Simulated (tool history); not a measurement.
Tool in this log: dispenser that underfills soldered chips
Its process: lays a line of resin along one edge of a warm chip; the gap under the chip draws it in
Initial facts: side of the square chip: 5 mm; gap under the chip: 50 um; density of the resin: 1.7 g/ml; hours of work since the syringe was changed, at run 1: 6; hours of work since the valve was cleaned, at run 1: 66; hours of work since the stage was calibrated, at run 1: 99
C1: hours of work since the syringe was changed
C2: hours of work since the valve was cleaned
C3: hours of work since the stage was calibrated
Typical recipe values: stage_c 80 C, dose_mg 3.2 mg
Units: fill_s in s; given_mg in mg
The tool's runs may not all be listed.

{"run": 1, "hour": 0.0, "stage_c": 80, "dose_mg": 3.2, "C1": 6, "C2": 66, "C3": 99, "fill_s": 28.9, "given_mg": 3.05}
{"hour": 2.9, "done": "new syringe of resin"}
{"run": 2, "hour": 6.3, "stage_c": 80, "dose_mg": 3.2, "C1": 2, "C2": 71, "C3": 103, "fill_s": 25.8, "given_mg": 3.06}
{"run": 3, "hour": 11.3, "stage_c": 80, "dose_mg": 2.87, "C1": 6, "C2": 74, "C3": 107, "fill_s": 31, "given_mg": 2.69}
{"hour": 14.0, "done": "new syringe of resin"}
{"run": 4, "hour": 18.3, "stage_c": 80, "dose_mg": 2.87, "C1": 3, "C2": 79, "C3": 111, "fill_s": 27.8, "given_mg": 2.68}
{"run": 5, "hour": 22.7, "stage_c": 80, "dose_mg": 2.87, "C1": 6, "C2": 82, "C3": 115, "fill_s": 31.6, "given_mg": 2.7}
{"hour": 25.1, "done": "new syringe of resin"}
{"run": 6, "hour": 28.9, "stage_c": 80, "dose_mg": 3.2, "C1": 3, "C2": 86, "C3": 119, "fill_s": 25.5, "given_mg": 2.96}
{"run": 7, "hour": 33.4, "stage_c": 80, "dose_mg": 3.2, "C1": 6, "C2": 89, "C3": 122, "fill_s": 29, "given_mg": 2.97}
{"hour": 36.0, "done": "new syringe of resin"}
{"run": 8, "hour": 37.1, "stage_c": 80, "dose_mg": 3.2, "C1": 1, "C2": 92, "C3": 124, "fill_s": 23.8, "given_mg": 2.96}
{"run": 9, "hour": 42.4, "stage_c": 80, "dose_mg": 2.86, "C1": 4, "C2": 95, "C3": 128, "fill_s": 29.7, "given_mg": 2.65}
{"hour": 47.2, "done": "new syringe of resin"}
{"run": 10, "hour": 48.0, "stage_c": 80, "dose_mg": 2.86, "C1": 1, "C2": 99, "C3": 132, "fill_s": 25.1, "given_mg": 2.59}
{"run": 11, "hour": 51.2, "stage_c": 82, "dose_mg": 2.86, "C1": 3, "C2": 101, "C3": 134, "fill_s": 26.3, "given_mg": 2.62}
{"run": 12, "hour": 57.6, "stage_c": 82, "dose_mg": 2.86, "C1": 7, "C2": 106, "C3": 138, "fill_s": 31.1, "given_mg": 2.64}
{"hour": 58.4, "done": "new syringe of resin"}
{"run": 13, "hour": 63.7, "stage_c": 82, "dose_mg": 2.86, "C1": 4, "C2": 110, "C3": 143, "fill_s": 25.9, "given_mg": 2.6}
{"hour": 66.2, "done": "dispensing valve cleaned and set on the balance"}
{"run": 14, "hour": 69.2, "stage_c": 82, "dose_mg": 2.86, "C1": 7, "C2": 2, "C3": 146, "fill_s": 29.3, "given_mg": 2.84}
{"hour": 70.5, "done": "new syringe of resin"}
{"run": 15, "hour": 73.6, "stage_c": 82, "dose_mg": 2.86, "C1": 2, "C2": 5, "C3": 149, "fill_s": 23.4, "given_mg": 2.84}
{"run": 16, "hour": 80.6, "stage_c": 82, "dose_mg": 2.86, "C1": 7, "C2": 10, "C3": 154, "fill_s": 29.9, "given_mg": 2.83}
{"hour": 81.4, "done": "new syringe of resin"}
{"run": 17, "hour": 84.0, "stage_c": 82, "dose_mg": 2.86, "C1": 2, "C2": 12, "C3": 156, "fill_s": 23.1, "given_mg": 2.84}
{"run": 18, "hour": 90.6, "stage_c": 82, "dose_mg": 2.86, "C1": 6, "C2": 17, "C3": 160, "fill_s": 29.7, "given_mg": 2.84}
{"hour": 92.6, "done": "new syringe of resin"}
{"run": 19, "hour": 94.9, "stage_c": 90, "dose_mg": 4.09, "C1": 2, "C2": 20, "C3": 163, "fill_s": 15.6, "given_mg": 3.99}
{"run": 20, "hour": 99.4, "stage_c": 90, "dose_mg": 4.09, "C1": 5, "C2": 23, "C3": 166, "fill_s": 18.4, "given_mg": 3.96}
{"hour": 103.6, "done": "new syringe of resin"}
{"run": 21, "hour": 106.5, "stage_c": 82, "dose_mg": 3.2, "C1": 2, "C2": 27, "C3": 171, "fill_s": 23, "given_mg": 3.13}
{"run": 22, "hour": 112.1, "stage_c": 77, "dose_mg": 3.49, "C1": 6, "C2": 31, "C3": 175, "fill_s": 33.9, "given_mg": 3.4}
{"hour": 114.6, "done": "new syringe of resin"}
{"run": 23, "hour": 118.2, "stage_c": 66, "dose_mg": 3.21, "C1": 3, "C2": 35, "C3": 179, "fill_s": 48.6, "given_mg": 3.15}
{"run": 24, "hour": 122.9, "stage_c": 74, "dose_mg": 2.97, "C1": 6, "C2": 39, "C3": 182, "fill_s": 40.8, "given_mg": 2.86}
{"hour": 125.4, "done": "new syringe of resin"}
{"run": 25, "hour": 127.7, "stage_c": 82, "dose_mg": 3.29, "C1": 2, "C2": 42, "C3": 186, "fill_s": 22.9, "given_mg": 3.19}
{"run": 26, "hour": 131.9, "stage_c": 82, "dose_mg": 3.29, "C1": 5, "C2": 45, "C3": 189, "fill_s": 26.1, "given_mg": 3.17}
{"hour": 136.3, "done": "new syringe of resin"}
{"run": 27, "hour": 136.3, "stage_c": 65, "dose_mg": 3.29, "C1": 0, "C2": 48, "C3": 191, "fill_s": 45, "given_mg": 3.18}
{"run": 28, "hour": 143.0, "stage_c": 90, "dose_mg": 3.11, "C1": 5, "C2": 53, "C3": 196, "fill_s": 19.1, "given_mg": 2.93}
{"hour": 147.4, "done": "new syringe of resin"}
{"run": 29, "hour": 147.4, "stage_c": 90, "dose_mg": 3.11, "C1": 0, "C2": 55, "C3": 199, "fill_s": 15.3, "given_mg": 2.98}
{"run": 30, "hour": 151.0, "stage_c": 85, "dose_mg": 3.36, "C1": 3, "C2": 58, "C3": 202, "fill_s": 20.9, "given_mg": 3.22}
{"hour": 158.3, "done": "new syringe of resin"}
{"run": 31, "hour": 158.5, "stage_c": 66, "dose_mg": 3.2, "C1": 0, "C2": 63, "C3": 207, "fill_s": 43.3, "given_mg": 3.07}
{"run": 32, "hour": 163.4, "stage_c": 85, "dose_mg": 3.25, "C1": 4, "C2": 66, "C3": 210, "fill_s": 22.7, "given_mg": 3.06}
{"run": 33, "hour": 167.5, "stage_c": 85, "dose_mg": 4, "C1": 6, "C2": 69, "C3": 213, "fill_s": 25.5, "given_mg": 3.76}
{"hour": 169.4, "done": "new syringe of resin"}
{"run": 34, "hour": 174.6, "stage_c": 85, "dose_mg": 4.17, "C1": 4, "C2": 74, "C3": 218, "fill_s": 21.4, "given_mg": 3.93}

5 ways to go on from here, each from the tool as it stands after run 34. What would each give?
{"run": "A", "hour": 177.8, "stage_c": 78, "dose_mg": 3.03, "C1": 6, "C2": 76, "C3": 220, "fill_s": "?", "given_mg": "?"}
{"run": "B", "hour": 177.8, "stage_c": 85, "dose_mg": 4.17, "C1": 6, "C2": 76, "C3": 220, "fill_s": "?", "given_mg": "?"}
{"run": "C", "hour": 177.8, "stage_c": 66, "dose_mg": 3.3, "C1": 6, "C2": 76, "C3": 220, "fill_s": "?", "given_mg": "?"}
{"run": "D", "hour": 177.8, "stage_c": 69, "dose_mg": 3.42, "C1": 6, "C2": 76, "C3": 220, "fill_s": "?", "given_mg": "?"}
{"run": "E", "hour": 177.8, "stage_c": 67, "dose_mg": 4.17, "C1": 6, "C2": 76, "C3": 220, "fill_s": "?", "given_mg": "?"}

run=A fill_s=33.9 given_mg=2.83
run=B fill_s=25.2 given_mg=3.94
run=C fill_s=57.2 given_mg=3.07
run=D fill_s=49.4 given_mg=3.2
run=E fill_s=53.6 given_mg=3.88
Had the tool no hidden state, the same runs would have come out as:
run=A fill_s=23.7 given_mg=3.02
run=B fill_s=18 given_mg=4.19
run=C fill_s=40 given_mg=3.27
run=D fill_s=34.7 given_mg=3.41
run=E fill_s=37.9 given_mg=4.13
